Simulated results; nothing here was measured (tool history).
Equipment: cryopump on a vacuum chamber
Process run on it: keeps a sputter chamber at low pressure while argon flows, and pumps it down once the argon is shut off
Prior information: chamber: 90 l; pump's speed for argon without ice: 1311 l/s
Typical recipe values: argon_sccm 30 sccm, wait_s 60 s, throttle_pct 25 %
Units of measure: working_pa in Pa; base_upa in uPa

run,hour,argon_sccm,wait_s,throttle_pct,working_pa,base_upa
1,0.0,30,60,25,0.1654,3.40
# hour 72.5: pump warmed up, emptied and cooled again
2,92.6,30,60,25,0.1543,2.96
3,177.1,30,60,25,0.1557,3.03
4,262.6,22,60,25,0.1154,3.06
5,327.4,22,60,25,0.1142,3.12
6,373.9,30,148,25,0.1584,2.49
7,473.5,30,183,31,0.1281,2.43
8,537.0,30,35,21,0.1898,4.26
9,623.4,30,35,21,0.1892,4.24
10,705.1,38,96,25,0.2048,3.03

For run 11, what comes out?
11,769.5,22,96,25,?,?

{"run 11": {"working_pa": 0.1188, "base_upa": 3.04}}
Take away the tool's hidden state, keep the run-to-run variation as it was, and the same run would have given working_pa 0.1138 Pa, base_upa 0.93 uPa.
